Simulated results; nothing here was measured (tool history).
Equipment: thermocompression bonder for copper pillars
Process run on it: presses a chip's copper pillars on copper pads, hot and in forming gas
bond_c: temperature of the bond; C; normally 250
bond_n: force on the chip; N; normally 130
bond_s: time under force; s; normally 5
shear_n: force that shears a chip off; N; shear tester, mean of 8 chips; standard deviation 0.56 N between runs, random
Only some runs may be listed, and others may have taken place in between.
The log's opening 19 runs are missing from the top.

| run | hour | bond_c | bond_n | bond_s | hours of work since the heater was calibrated | hours of work since the force cell was calibrated | hours of work since the gas filter was changed | shear_n |
|---|---|---|---|---|---|---|---|---|
| 20 | 654.6 | 222 | 130 | 5 | 737 | 1208 | 68 | 79.3 |
| 21 | 700.8 | 222 | 130 | 5 | 769 | 1239 | 100 | 80.0 |
| 22 | 726.0 | 257 | 181 | 3 | 786 | 1256 | 117 | 123.7 |
|  | 732.1 | force cell calibrated |
| 23 | 762.3 | 250 | 98 | 6 | 810 | 21 | 141 | 100.5 |
| 24 | 801.2 | 250 | 130 | 11 | 836 | 47 | 167 | 130.6 |
| 25 | 839.5 | 278 | 190 | 14 | 862 | 73 | 193 | 151.5 |
| 26 | 885.8 | 278 | 190 | 14 | 894 | 105 | 225 | 151.3 |
| 27 | 934.8 | 273 | 78 | 3 | 928 | 138 | 258 | 92.0 |
| 28 | 961.7 | 238 | 100 | 5 | 946 | 157 | 277 | 82.8 |
| 29 | 995.3 | 260 | 176 | 3 | 969 | 180 | 300 | 124.5 |
| 30 | 1015.7 | 260 | 176 | 3 | 983 | 194 | 314 | 125.6 |
| 31 | 1038.2 | 274 | 130 | 9 | 998 | 209 | 329 | 144.3 |
|  | 1046.9 | forming gas filter changed |
|  | 1050.5 | gauge calibrated |
| 32 | 1073.1 | 280 | 130 | 5 | 1021 | 232 | 18 | 134.8 |
| 33 | 1115.9 | 280 | 130 | 5 | 1051 | 262 | 47 | 134.5 |
| 34 | 1158.3 | 266 | 130 | 9 | 1080 | 290 | 76 | 135.7 |
| 35 | 1197.6 | 227 | 124 | 6 | 1106 | 317 | 103 | 84.9 |
| 36 | 1237.8 | 227 | 124 | 6 | 1134 | 345 | 130 | 85.5 |
| 37 | 1263.6 | 271 | 94 | 8 | 1151 | 362 | 148 | 125.2 |
| 38 | 1307.6 | 252 | 111 | 3 | 1182 | 392 | 178 | 88.8 |

Consider 4 possible next runs. They are alternatives, not a sequence: every one starts from the tool as it was left by run 38. What does each give?
| A | 1329.2 | 252 | 111 | 12 | 1196 | 407 | 193 | ? |
| B | 1329.2 | 263 | 146 | 4 | 1196 | 407 | 193 | ? |
| C | 1329.2 | 250 | 112 | 3 | 1196 | 407 | 193 | ? |
| D | 1329.2 | 272 | 130 | 5 | 1196 | 407 | 193 | ? |

| run | shear_n |
|---|---|
| A | 125.6 |
| B | 123.4 |
| C | 87.6 |
| D | 129.5 |
What these runs would have given with no unlogged condition in the tool:
| run | shear_n |
|---|---|
| A | 124.6 |
| B | 122.5 |
| C | 86.8 |
| D | 128.6 |
